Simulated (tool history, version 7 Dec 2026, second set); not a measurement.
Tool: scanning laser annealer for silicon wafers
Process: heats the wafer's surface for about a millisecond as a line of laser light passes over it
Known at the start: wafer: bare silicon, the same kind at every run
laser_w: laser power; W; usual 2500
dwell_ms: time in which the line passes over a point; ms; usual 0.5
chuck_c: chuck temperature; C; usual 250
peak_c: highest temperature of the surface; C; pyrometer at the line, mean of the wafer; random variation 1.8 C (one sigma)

run    hour  laser_w  dwell_ms  chuck_c  peak_c
  1       0     2500       0.5      250     987
  2    55.7     2500       0.5      250     986
  3   101.6     2500       0.5      250     985
  4   144.2     2500       0.5      238     972
  5   181.8     2500       0.5      238     973
  6   220.5     2500       0.5      238     973
  7   269.3     2500       0.5      250     981
  8   311.2     2500       0.5      250     982
  9   358.9     2500       0.5      222     955
 10   442.6     2500       0.5      222     956
 11   512.6     2500       0.5      222     959
 12   560.7     2593       0.5      250    1016
 13   625.5     2500     0.386      250     903
      645.9  -- window over the wafer cleaned
 14   692.4     2500     0.386      250     899
 15   733.5     2500       0.5      250     985
 16     809     2500       0.5      220     956
 17   848.9     2500       0.5      250     986
 18   890.8     2305       0.5      250     913
 19   929.5     2305       0.5      250     909
 20     996     2500       0.5      250     983
 21  1040.6     2500       0.5      257     990
 22    1087     2484     0.444      231     920
 23  1169.8     2249     0.444      231     834
     1219.9  -- optics aligned, line set to its width
 24  1224.1     2249     0.476      285     908
 25    1297     2249     0.476      285     908
     1338.8  -- window over the wafer cleaned
 26  1364.2     2445      0.56      236     990
 27  1432.3     2445      0.56      236     987
 28  1468.2     2445      0.56      236     992
 29  1517.7     2320     0.486      239     897
 30  1596.7     2127     0.371      281     800
 31  1669.8     2127     0.371      281     798
 32  1748.1     2127     0.371      281     795
 33  1795.5     2644     0.406      245     962
 34  1879.1     2644     0.406      245     958
 35  1963.1     2625      0.42      250     972
     2024.3  -- window over the wafer cleaned
 36  2034.8     2453     0.353      286     894
 37  2095.3     2453     0.353      286     896
 38    2158     2453     0.353      286     892
 39  2231.5     2212     0.398      225     786
 40  2307.7     2665       0.5      233    1031
 41  2379.1     2440     0.382      286     912

4 ways to go on from here, each from the tool as it stands after run 41. What would each give?
  A  2462.6     2500       0.5      261       ?
  B  2462.6     2205     0.464      231       ?
  C  2462.6     2657     0.372      250       ?
  D  2462.6     2212     0.448      216       ?

run  peak_c
  A     995
  B     834
  C     944
  D     811
Without the tool's hidden state the same runs would have given:
run  peak_c
  A     995
  B     834
  C     945
  D     811
